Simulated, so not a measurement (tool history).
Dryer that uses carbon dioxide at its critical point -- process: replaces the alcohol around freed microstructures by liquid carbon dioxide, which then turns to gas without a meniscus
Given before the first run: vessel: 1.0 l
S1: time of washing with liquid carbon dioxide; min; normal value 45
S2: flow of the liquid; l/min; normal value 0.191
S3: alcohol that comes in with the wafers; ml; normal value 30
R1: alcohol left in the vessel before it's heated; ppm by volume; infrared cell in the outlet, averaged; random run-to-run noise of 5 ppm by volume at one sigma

run   hour  S1     S2   S3   R1
  1    0.0  45  0.191   30   55
  2   19.7  45  0.191   30   52
  3   43.3  45  0.191   30   54
      68.1  -- inlet filter changed
  4   69.6  45  0.191   30   29
  5   88.4  45  0.191   30   37
  6  108.8  45  0.191   30   37
  7  122.5  45  0.191   83   68
  8  142.2  45  0.191   83   70
  9  165.1  45  0.191   83   66
 10  191.3  45  0.191   83   63
 11  218.8  45  0.191   83   74
 12  233.1  45  0.201   30   19
 13  258.6  45  0.191   30   38
 14  279.8  45  0.191   30   39
 15  300.5  42  0.191   30   53
 16  314.9  42  0.191   30   56
 17  333.7  42  0.191   30   57
 18  355.7  42  0.191   30   56
 19  373.0  45  0.191   43   57
 20  397.2  45  0.191   43   52
 21  416.4  45  0.191   43   61
 22  433.1  45  0.191   43   58
 23  447.4  54  0.191   30   31
 24  469.4  54  0.191   30   25
 25  483.6  45  0.191   25   41
 26  499.5  42  0.217   25   45
 27  517.2  69  0.191   64   11
 28  540.8  45  0.160   28  110
 29  568.5  45  0.160   28  116
 30  597.0  45  0.160   28  123
 31  619.5  45  0.160   28  132
 32  638.5  38  0.191  102  377
 33  652.5  31  0.310   32   34
 34  679.4  72  0.194   30   22
 35  703.4  72  0.194   30   18
 36  722.6  72  0.194   30   27
 37  736.5  48  0.168   32   93

Run 38 has not been measured yet. What should we expect?
 38  749.3  47  0.191  58   ?

Run 38 produced R1 98 ppm by volume.
With no hidden state in the tool, this same run would have given R1 37 ppm by volume.
